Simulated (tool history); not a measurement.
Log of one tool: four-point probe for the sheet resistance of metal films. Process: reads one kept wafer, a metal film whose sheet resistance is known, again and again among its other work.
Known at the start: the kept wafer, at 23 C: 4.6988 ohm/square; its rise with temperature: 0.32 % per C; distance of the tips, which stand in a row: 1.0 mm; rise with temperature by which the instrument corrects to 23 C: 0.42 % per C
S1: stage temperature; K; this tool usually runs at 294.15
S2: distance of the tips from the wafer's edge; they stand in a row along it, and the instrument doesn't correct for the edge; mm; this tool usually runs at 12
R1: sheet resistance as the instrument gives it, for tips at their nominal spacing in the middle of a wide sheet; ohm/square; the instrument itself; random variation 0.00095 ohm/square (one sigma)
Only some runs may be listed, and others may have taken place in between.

run 1 hour=0.0 | S1=294.15 S2=12 | R1=4.686348
run 2 hour=35.1 | S1=294.15 S2=12 | R1=4.682652
run 3 hour=79.1 | S1=297.15 S2=12 | R1=4.670987
run 4 hour=109.4 | S1=306.15 S2=12 | R1=4.632101
run 5 hour=146.8 | S1=294.15 S2=30 | R1=4.666015
run 6 hour=183.6 | S1=294.15 S2=12 | R1=4.679983
run 7 hour=219.5 | S1=294.15 S2=12 | R1=4.676958
run 8 hour=260.1 | S1=294.15 S2=12 | R1=4.676841
run 9 hour=283.7 | S1=294.15 S2=12 | R1=4.674596
run 10 hour=312.6 | S1=294.15 S2=12 | R1=4.675107
run 11 hour=355.7 | S1=294.15 S2=12 | R1=4.674870
run 12 hour=394.3 | S1=295.15 S2=12 | R1=4.666153
run 13 hour=418.4 | S1=301.15 S2=12 | R1=4.640133
run 14 hour=449.9 | S1=302.15 S2=69 | R1=4.619792
run 15 hour=499.0 | S1=292.15 S2=43 | R1=4.662292
run 16 hour=524.7 | S1=291.15 S2=42 | R1=4.665080
run 17 hour=557.3 | S1=295.15 S2=42 | R1=4.646367
run 18 hour=585.0 | S1=295.15 S2=42 | R1=4.644120
-- hour=588.6 stage's thermometer calibrated
run 19 hour=607.8 | S1=295.15 S2=42 | R1=4.646569
run 20 hour=628.6 | S1=294.15 S2=7 | R1=4.697431
run 21 hour=672.4 | S1=294.15 S2=7 | R1=4.694080
run 22 hour=716.3 | S1=294.15 S2=7 | R1=4.694119
run 23 hour=758.8 | S1=305.15 S2=36 | R1=4.599309
run 24 hour=782.6 | S1=296.15 S2=4 | R1=4.783536
run 25 hour=823.1 | S1=296.15 S2=4 | R1=4.781566

Below are 3 alternative next runs, each starting from the tool's condition after run 25. Predict each:
-- hour=844.8 stage's thermometer calibrated, once more
run A hour=851.2 | S1=296.15 S2=17 | R1=?
-- hour=844.8 stage's thermometer calibrated, once more
run B hour=851.2 | S1=299.15 S2=68 | R1=?
-- hour=844.8 stage's thermometer calibrated, once more
run C hour=851.2 | S1=294.15 S2=32 | R1=?

run=A R1=4.637967
run=B R1=4.616311
run=C R1=4.640166
The same runs, with their run-to-run variation unchanged, on a tool lacking any hidden condition would have given:
run=A R1=4.709224
run=B R1=4.687241
run=C R1=4.711466
